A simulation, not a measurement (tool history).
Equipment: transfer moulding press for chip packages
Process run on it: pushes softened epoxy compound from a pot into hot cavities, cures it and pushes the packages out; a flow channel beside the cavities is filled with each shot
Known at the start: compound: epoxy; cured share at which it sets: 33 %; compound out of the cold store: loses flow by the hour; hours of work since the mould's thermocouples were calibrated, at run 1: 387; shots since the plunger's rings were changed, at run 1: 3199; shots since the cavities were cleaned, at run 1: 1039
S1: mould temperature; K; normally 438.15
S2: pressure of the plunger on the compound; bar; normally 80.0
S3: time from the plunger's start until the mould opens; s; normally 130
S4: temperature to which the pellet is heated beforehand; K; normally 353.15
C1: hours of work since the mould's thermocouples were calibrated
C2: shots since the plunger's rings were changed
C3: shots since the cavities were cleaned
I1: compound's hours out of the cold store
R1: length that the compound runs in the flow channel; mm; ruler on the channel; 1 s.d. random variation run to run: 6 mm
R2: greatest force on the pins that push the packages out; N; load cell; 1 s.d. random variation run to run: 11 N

run 1 hour=0.0 | S1=438.15 S2=80.0 S3=130 S4=353.15 | C1=387 C2=3199 C3=1039 | I1=18.7 | R1=844 R2=546
-- hour=7.9 cavities cleaned with cleaning compound and waxed
run 2 hour=44.7 | S1=435.15 S2=80.0 S3=130 S4=353.15 | C1=417 C2=3665 C3=397 | I1=46.9 | R1=707 R2=587
run 3 hour=103.0 | S1=435.15 S2=80.0 S3=130 S4=353.15 | C1=459 C2=4296 C3=1028 | I1=39.7 | R1=744 R2=640
-- hour=109.4 cavities cleaned with cleaning compound and waxed
run 4 hour=149.8 | S1=435.15 S2=80.0 S3=130 S4=353.15 | C1=491 C2=4785 C3=436 | I1=33.1 | R1=782 R2=602
-- hour=197.8 plunger's sealing rings changed
run 5 hour=197.8 | S1=435.15 S2=80.0 S3=130 S4=353.15 | C1=523 C2=0 C3=927 | I1=35.1 | R1=776 R2=577
-- hour=216.4 cavities cleaned with cleaning compound and waxed
run 6 hour=234.1 | S1=431.15 S2=80.0 S3=130 S4=353.15 | C1=548 C2=377 C3=192 | I1=28.2 | R1=831 R2=871
run 7 hour=290.0 | S1=431.15 S2=88.0 S3=133 S4=358.15 | C1=588 C2=981 C3=796 | I1=35.1 | R1=817 R2=780
-- hour=320.7 cavities cleaned with cleaning compound and waxed
run 8 hour=353.7 | S1=431.15 S2=88.0 S3=133 S4=358.15 | C1=632 C2=1653 C3=356 | I1=31.3 | R1=858 R2=793
-- hour=424.4 cavities cleaned with cleaning compound and waxed
run 9 hour=434.4 | S1=431.15 S2=88.0 S3=158 S4=358.15 | C1=688 C2=2509 C3=108 | I1=33.3 | R1=844 R2=571
run 10 hour=505.0 | S1=431.15 S2=88.0 S3=158 S4=358.15 | C1=738 C2=3272 C3=871 | I1=8.5 | R1=994 R2=641
-- hour=531.4 cavities cleaned with cleaning compound and waxed
run 11 hour=551.4 | S1=430.15 S2=63.7 S3=130 S4=356.15 | C1=770 C2=3758 C3=217 | I1=32.5 | R1=725 R2=883

Each row is a separate what-if for the run after 11, all from the same tool condition, not one after another. Results?
run A hour=609.8 | S1=443.15 S2=76.7 S3=130 S4=356.15 | C1=811 C2=4388 C3=847 | I1=34.3 | R1=? R2=?
run B hour=609.8 | S1=442.15 S2=80.0 S3=126 S4=355.15 | C1=811 C2=4388 C3=847 | I1=41.6 | R1=? R2=?
run C hour=609.8 | S1=430.15 S2=80.0 S3=130 S4=346.15 | C1=811 C2=4388 C3=847 | I1=22.0 | R1=? R2=?

run=A R1=723 R2=470
run=B R1=722 R2=498
run=C R1=857 R2=974
Had the tool no hidden state, the same runs would have come out as:
run=A R1=724 R2=463
run=B R1=723 R2=491
run=C R1=858 R2=963
